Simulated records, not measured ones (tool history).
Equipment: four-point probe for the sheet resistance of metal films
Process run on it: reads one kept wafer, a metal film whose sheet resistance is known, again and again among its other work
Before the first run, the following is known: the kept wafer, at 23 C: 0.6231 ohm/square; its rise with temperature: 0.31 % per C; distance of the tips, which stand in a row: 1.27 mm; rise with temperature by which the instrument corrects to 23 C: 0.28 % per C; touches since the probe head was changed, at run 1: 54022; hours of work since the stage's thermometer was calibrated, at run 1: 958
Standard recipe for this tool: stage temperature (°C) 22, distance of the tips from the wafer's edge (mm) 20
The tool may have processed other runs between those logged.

run	hour	stage temperature (°C)	distance of the tips from the wafer's edge (mm)	touches since the probe head was changed	hours of work since the stage's thermometer was calibrated	sheet resistance as the instrument gives it (ohm/square)
1	0	22	20	54022	958	0.628158
2	63	22	20	55191	984	0.628181
3	121.8	22	20	56282	1009	0.628211
4	216.6	19	20	58042	1049	0.627839
5	354.1	33	20	60594	1107	0.630173
6	482.2	33	20	62972	1161	0.630275
7	559.9	33	5	64414	1193	0.649805
8	661.1	26	5	66292	1236	0.648815
9	726.9	28	12	67513	1263	0.631881
# hour 804.3: stage's thermometer calibrated
10	853.8	19	50	69861	21	0.626036
11	945.6	19	50	71563	59	0.62624
12	1020	19	20	72944	91	0.627601
13	1144.6	19	20	75257	143	0.627381
14	1214	19	20	76545	172	0.627635

Consider 3 possible next runs. They are alternatives, not a sequence: every one starts from the tool as it was left by run 14. What does each give?
A	1294.8	21	4	78044	206	?
B	1294.8	18	33	78044	206	?
C	1294.8	35	12	78044	206	?

run	sheet resistance as the instrument gives it (ohm/square)
A	0.65891
B	0.626536
C	0.632604
The same runs, with their run-to-run variation unchanged, on a tool lacking any hidden condition would have given:
run	sheet resistance as the instrument gives it (ohm/square)
A	0.65492
B	0.622726
C	0.628756
